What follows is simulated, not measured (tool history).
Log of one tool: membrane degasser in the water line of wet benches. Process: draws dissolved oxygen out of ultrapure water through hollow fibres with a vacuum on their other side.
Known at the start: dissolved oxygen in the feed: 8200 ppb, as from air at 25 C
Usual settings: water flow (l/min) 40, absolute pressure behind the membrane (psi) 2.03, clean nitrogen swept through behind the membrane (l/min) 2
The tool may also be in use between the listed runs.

run     day  water flow (l/min)  absolute pressure behind the membrane (psi)  clean nitrogen swept through behind the membrane (l/min)  dissolved oxygen in the water behind the degasser (ppb)  pressure that the water loses in the fibres (psi)
  1       0                  40                                         2.03                                                         2                                                    488.9                                              8.282
  2   1.829                  40                                         2.45                                                         2                                                    601.3                                              8.318
  3   3.404                  31                                         2.03                                                         2                                                    383.4                                              6.445
  4   5.854                  31                                         2.03                                                         2                                                    381.5                                              6.451
  5   7.358                  31                                         2.03                                                         2                                                    381.4                                              6.485
  6    9.85                  40                                         2.36                                                         2                                                    577.9                                              8.354
  7  12.121                  40                                         2.36                                                         2                                                    580.3                                              8.373
  8  14.546                  40                                         2.36                                                         2                                                    576.8                                              8.351
  9  17.458                  40                                         2.36                                                         2                                                    582.7                                              8.347
 10  20.342                  26                                         2.36                                                         2                                                    390.3                                              5.411
 11  22.767                  26                                         1.33                                                         2                                                    187.8                                              5.414
 12  25.342                  26                                         1.33                                                         2                                                    187.8                                              5.442
 13  27.558                  26                                         2.42                                                         2                                                    402.4                                              5.435
 14  30.158                  43                                         2.03                                                         2                                                    526.6                                              8.937
 15  33.067                  32                                         2.03                                                         2                                                    393.7                                              6.686
 16  34.846                  33                                         2.03                                                         2                                                    407.8                                              6.891
 17  37.908                  33                                         2.03                                                         2                                                    405.9                                              6.921
 18  40.979                  33                                         2.03                                                         2                                                      408                                              6.901
 19   43.75                  33                                         2.03                                                      1.36                                                    558.1                                              6.942
 20  45.192                  33                                         2.03                                                      1.36                                                    558.5                                              6.972
      45.45  -- vacuum gauge calibrated
 21  46.529                  33                                         2.03                                                      1.36                                                    566.7                                              6.904
 22  48.588                  33                                         2.03                                                      1.36                                                    566.3                                              6.923
 23  50.729                  40                                         2.73                                                      4.95                                                      322                                              8.418
 24  52.479                  40                                         2.73                                                      4.95                                                    321.7                                              8.408
     53.462  -- seals of the vacuum lines changed
 25  54.321                  40                                         2.73                                                      4.95                                                    320.1                                              8.425
     55.042  -- vacuum gauge calibrated, once more
 26   57.35                  48                                            2                                                      4.95                                                    287.4                                             10.087
 27  60.229                  48                                            2                                                      4.95                                                    286.6                                              10.08
 28  61.925                  40                                         1.46                                                      2.35                                                    280.4                                              8.406
 29  63.738                  51                                         1.32                                                      2.35                                                      339                                             10.686
 30  66.796                  42                                         2.03                                                         2                                                      502                                              8.865
 31  68.271                  42                                         2.03                                                         2                                                    504.7                                              8.852
 32   70.45                  32                                         2.03                                                      1.03                                                    663.2                                              6.743

3 ways to go on from here, each from the tool as it stands after run 32. What would each give?
  A  72.017                  34                                         4.68                                                         2                                                        ?                                                  ?
  B  72.017                  30                                         2.03                                                      4.12                                                        ?                                                  ?
  C  72.017                  26                                         3.79                                                      1.24                                                        ?                                                  ?

run  dissolved oxygen in the water behind the degasser (ppb)  pressure that the water loses in the fibres (psi)
  A                                                   1007.2                                              7.195
  B                                                    190.2                                               6.35
  C                                                      955                                              5.485
Without the tool's hidden state the same runs would have given:
run  dissolved oxygen in the water behind the degasser (ppb)  pressure that the water loses in the fibres (psi)
  A                                                   1004.9                                              7.008
  B                                                    188.9                                              6.184
  C                                                    953.5                                              5.343
